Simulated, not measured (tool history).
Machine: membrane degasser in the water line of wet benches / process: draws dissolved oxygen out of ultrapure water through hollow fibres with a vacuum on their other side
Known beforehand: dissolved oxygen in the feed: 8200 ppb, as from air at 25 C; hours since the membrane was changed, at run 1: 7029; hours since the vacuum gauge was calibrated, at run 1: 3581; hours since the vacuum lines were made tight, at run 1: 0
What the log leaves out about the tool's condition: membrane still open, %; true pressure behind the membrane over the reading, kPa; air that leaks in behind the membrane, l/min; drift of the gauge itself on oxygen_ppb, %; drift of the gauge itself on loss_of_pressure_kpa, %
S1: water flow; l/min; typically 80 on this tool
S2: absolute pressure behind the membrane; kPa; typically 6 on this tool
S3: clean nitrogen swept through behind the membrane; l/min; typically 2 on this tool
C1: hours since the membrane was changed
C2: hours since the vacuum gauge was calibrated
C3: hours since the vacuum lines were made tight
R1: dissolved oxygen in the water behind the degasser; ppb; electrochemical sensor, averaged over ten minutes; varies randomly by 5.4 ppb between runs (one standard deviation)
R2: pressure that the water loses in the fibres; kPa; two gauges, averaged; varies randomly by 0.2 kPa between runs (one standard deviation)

run 1 hour=0 | S1=80 S2=6 S3=2 | C1=7029 C2=3581 C3=0 | R1=533.7 R2=42.04
run 2 hour=94 | S1=80 S2=6 S3=2 | C1=7123 C2=3675 C3=94 | R1=533.2 R2=42.2
run 3 hour=185 | S1=80 S2=6 S3=2 | C1=7214 C2=3766 C3=185 | R1=530.8 R2=42.37
run 4 hour=293.3 | S1=48 S2=6 S3=2 | C1=7322 C2=3874 C3=293 | R1=245.6 R2=25.38
run 5 hour=384.6 | S1=80 S2=6 S3=2 | C1=7413 C2=3965 C3=385 | R1=538.2 R2=42.51
run 6 hour=534.8 | S1=80 S2=6 S3=2 | C1=7564 C2=4115 C3=535 | R1=544.4 R2=42.48
run 7 hour=660.3 | S1=80 S2=6 S3=2 | C1=7689 C2=4241 C3=660 | R1=535.6 R2=42.91
run 8 hour=746.6 | S1=80 S2=6 S3=2 | C1=7775 C2=4327 C3=747 | R1=543 R2=42.73
run 9 hour=825.4 | S1=80 S2=6 S3=2 | C1=7854 C2=4406 C3=825 | R1=546.6 R2=42.71
run 10 hour=986.9 | S1=56 S2=6 S3=2 | C1=8016 C2=4567 C3=987 | R1=316.1 R2=30.07
-- hour=1136.4 vacuum gauge calibrated
run 11 hour=1154.9 | S1=80 S2=11.76 S3=2 | C1=8183 C2=18 C3=1154 | R1=915.3 R2=42.81
run 12 hour=1230.6 | S1=80 S2=6 S3=2 | C1=8259 C2=94 C3=1230 | R1=542.9 R2=42.89
run 13 hour=1307.7 | S1=80 S2=6 S3=2 | C1=8336 C2=171 C3=1307 | R1=535.6 R2=42.83
run 14 hour=1410.4 | S1=80 S2=10.52 S3=3.31 | C1=8439 C2=274 C3=1410 | R1=674.2 R2=42.92
run 15 hour=1530.1 | S1=49 S2=10.85 S3=3.62 | C1=8558 C2=394 C3=1530 | R1=335.7 R2=26.41
run 16 hour=1640.4 | S1=49 S2=4.93 S3=2 | C1=8669 C2=504 C3=1640 | R1=196.2 R2=26.33
run 17 hour=1792.2 | S1=80 S2=3.62 S3=2 | C1=8820 C2=656 C3=1792 | R1=364.1 R2=43.32
run 18 hour=1969.8 | S1=62 S2=8.58 S3=0.99 | C1=8998 C2=833 C3=1969 | R1=730.4 R2=33.7
run 19 hour=2053.5 | S1=62 S2=8.58 S3=0.99 | C1=9082 C2=917 C3=2053 | R1=748.7 R2=33.72
run 20 hour=2187 | S1=107 S2=5.37 S3=2.22 | C1=9215 C2=1051 C3=2187 | R1=729.8 R2=57.51
-- hour=2328.4 gauge calibrated
run 21 hour=2328.4 | S1=61 S2=10.19 S3=0.88 | C1=9357 C2=1192 C3=2328 | R1=936.5 R2=32.23
run 22 hour=2442.4 | S1=61 S2=10.19 S3=0.88 | C1=9471 C2=1306 C3=2442 | R1=932 R2=32.44
run 23 hour=2591.1 | S1=67 S2=6.55 S3=5.84 | C1=9619 C2=1455 C3=2591 | R1=315.8 R2=35.44
run 24 hour=2679.5 | S1=79 S2=11.89 S3=5.84 | C1=9708 C2=1543 C3=2679 | R1=573.2 R2=42.46

What if the next run were any one of these 4? Each begins from the tool's condition after run 24:
run A hour=2794.4 | S1=54 S2=8.1 S3=4.74 | C1=9823 C2=1658 C3=2794 | R1=? R2=?
run B hour=2794.4 | S1=64 S2=12.71 S3=3.38 | C1=9823 C2=1658 C3=2794 | R1=? R2=?
run C hour=2794.4 | S1=100 S2=5.73 S3=2.44 | C1=9823 C2=1658 C3=2794 | R1=? R2=?
run D hour=2794.4 | S1=77 S2=14.31 S3=1.35 | C1=9823 C2=1658 C3=2794 | R1=? R2=?

run=A R1=261.9 R2=28.55
run=B R1=577.2 R2=33.92
run=C R1=687.2 R2=53.37
run=D R1=1278 R2=40.72
Stripped of hidden state, with their random variation kept, the same runs would have yielded:
run=A R1=261.6 R2=28.39
run=B R1=576.8 R2=33.73
run=C R1=686.6 R2=53.07
run=D R1=1277.6 R2=40.5
